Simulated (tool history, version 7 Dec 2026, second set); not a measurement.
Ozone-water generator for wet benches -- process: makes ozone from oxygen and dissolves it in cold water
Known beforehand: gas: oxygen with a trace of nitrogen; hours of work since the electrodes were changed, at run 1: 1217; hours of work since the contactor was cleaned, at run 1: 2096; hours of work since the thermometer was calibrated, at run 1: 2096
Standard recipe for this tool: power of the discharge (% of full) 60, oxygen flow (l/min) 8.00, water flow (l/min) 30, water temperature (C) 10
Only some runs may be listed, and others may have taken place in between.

run,hour,power of the discharge (% of full),oxygen flow (l/min),water flow (l/min),water temperature (C),hours of work since the electrodes were changed,hours of work since the contactor was cleaned,hours of work since the thermometer was calibrated,dissolved ozone (ppm),ozone in the gas ahead of the water (g/m3)
1,0.0,60,8.00,30,10,1217,2096,2096,18.5,179.4
2,138.3,60,8.00,30,10,1349,2227,2227,18.8,177.3
3,243.8,60,8.00,24,10,1449,2328,2328,23.2,179.1
4,459.0,60,8.00,24,10,1654,2532,2532,23.2,177.6
5,644.2,60,8.00,24,10,1830,2709,2709,22.6,176.5
6,737.4,60,8.00,24,10,1919,2797,2797,23.1,178.4
7,942.4,61,5.77,38,14,2114,2992,2992,13.5,216.6
8,1151.6,61,5.77,38,14,2313,3191,3191,13.7,216.4
9,1349.6,61,5.77,38,14,2501,3380,3380,13.5,219.1
10,1458.8,88,4.21,36,11,2605,3483,3483,18.2,339.2
11,1591.9,88,6.18,36,11,2732,3610,3610,19.1,269.1
# hour 1608.4: water thermometer calibrated
12,1784.1,60,8.00,30,16,2914,3792,167,16.7,175.5

Predict each of these 3 candidate next runs independently; none follows another, all start after run 12:
A,2004.9,60,8.00,30,6,3124,4002,377,?,?
B,2004.9,60,8.00,29,16,3124,4002,377,?,?
C,2004.9,50,8.00,30,16,3124,4002,377,?,?

run,dissolved ozone (ppm),ozone in the gas ahead of the water (g/m3)
A,19.1,176.3
B,17.4,176.1
C,14.7,155.5
With the hidden condition removed and each run's random variation left untouched, the same runs would have given:
run,dissolved ozone (ppm),ozone in the gas ahead of the water (g/m3)
A,19.8,178.5
B,18.0,178.3
C,15.2,157.2

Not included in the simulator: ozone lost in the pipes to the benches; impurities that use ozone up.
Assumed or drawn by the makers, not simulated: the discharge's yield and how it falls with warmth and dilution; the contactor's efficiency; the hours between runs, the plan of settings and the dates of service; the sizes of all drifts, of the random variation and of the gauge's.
